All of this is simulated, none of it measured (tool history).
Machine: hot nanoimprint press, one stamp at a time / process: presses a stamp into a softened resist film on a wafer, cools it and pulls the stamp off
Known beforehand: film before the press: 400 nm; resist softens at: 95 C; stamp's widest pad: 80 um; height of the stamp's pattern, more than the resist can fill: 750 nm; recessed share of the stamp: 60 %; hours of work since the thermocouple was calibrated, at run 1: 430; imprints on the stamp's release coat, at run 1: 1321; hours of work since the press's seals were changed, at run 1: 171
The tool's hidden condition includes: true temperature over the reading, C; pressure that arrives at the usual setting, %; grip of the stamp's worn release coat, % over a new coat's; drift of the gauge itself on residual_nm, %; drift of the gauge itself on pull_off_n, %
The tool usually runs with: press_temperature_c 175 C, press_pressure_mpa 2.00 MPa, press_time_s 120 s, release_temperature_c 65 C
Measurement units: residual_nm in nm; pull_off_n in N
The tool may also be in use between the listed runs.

run,hour,press_temperature_c,press_pressure_mpa,press_time_s,release_temperature_c,hours of work since the thermocouple was calibrated,imprints on the stamp's release coat,hours of work since the press's seals were changed,residual_nm,pull_off_n
1,0.0,175,2.00,120,65,430,1321,171,235.4,117
2,9.6,175,2.00,120,65,434,1349,176,235.3,112
3,24.2,175,2.00,120,65,441,1391,183,236.5,114
4,43.7,175,2.00,120,65,451,1447,192,233.0,116
5,57.5,175,2.00,120,65,458,1487,199,236.4,115
6,70.9,174,2.00,120,65,464,1525,205,244.7,113
7,90.2,174,2.00,120,65,473,1581,215,243.1,116
8,100.0,174,2.00,120,65,478,1609,220,240.6,115
9,111.1,175,2.29,120,65,484,1641,225,223.6,115
10,119.7,175,2.00,120,65,488,1666,229,235.3,121
11,130.3,175,2.00,120,65,493,1696,234,235.3,114
12,146.1,175,1.59,120,65,501,1742,242,253.8,113
13,156.6,170,2.00,120,65,506,1772,247,277.3,116
14,177.4,170,1.22,123,53,516,1832,257,314.5,143
# hour 193.8: plate thermocouple calibrated
15,197.9,180,1.22,132,51,2,1882,266,231.6,146
16,206.8,175,2.00,88,65,6,1908,270,258.4,116
17,218.6,175,1.98,193,65,12,1942,276,198.7,115
18,236.5,175,1.98,193,51,21,1993,285,203.6,148
19,253.5,175,1.98,193,51,29,2042,293,201.2,149
20,268.1,173,1.26,193,51,36,2084,300,256.4,141
21,283.9,172,1.50,79,51,44,2130,308,312.6,144
22,294.4,172,1.50,79,51,49,2160,313,312.4,148
23,312.6,184,1.46,63,56,58,2213,322,240.0,136
24,331.8,184,1.94,170,56,67,2268,331,149.2,134
25,346.9,180,1.94,123,56,75,2311,338,195.7,133

Consider 5 possible next runs. They are alternatives, not a sequence: every one starts from the tool as it was left by run 25. What does each give?
A,358.9,175,2.00,120,52,80,2346,344,?,?
B,358.9,180,1.94,123,70,80,2346,344,?,?
C,358.9,171,2.92,120,65,80,2346,344,?,?
D,358.9,175,2.60,79,70,80,2346,344,?,?
E,358.9,175,2.00,120,61,80,2346,344,?,?

run,residual_nm,pull_off_n
A,232.8,146
B,197.6,106
C,236.4,118
D,240.7,102
E,233.9,123
Take away the tool's hidden state, keep each run's random variation, and the runs would have read:
run,residual_nm,pull_off_n
A,232.8,145
B,197.6,105
C,236.3,117
D,240.7,102
E,233.9,122

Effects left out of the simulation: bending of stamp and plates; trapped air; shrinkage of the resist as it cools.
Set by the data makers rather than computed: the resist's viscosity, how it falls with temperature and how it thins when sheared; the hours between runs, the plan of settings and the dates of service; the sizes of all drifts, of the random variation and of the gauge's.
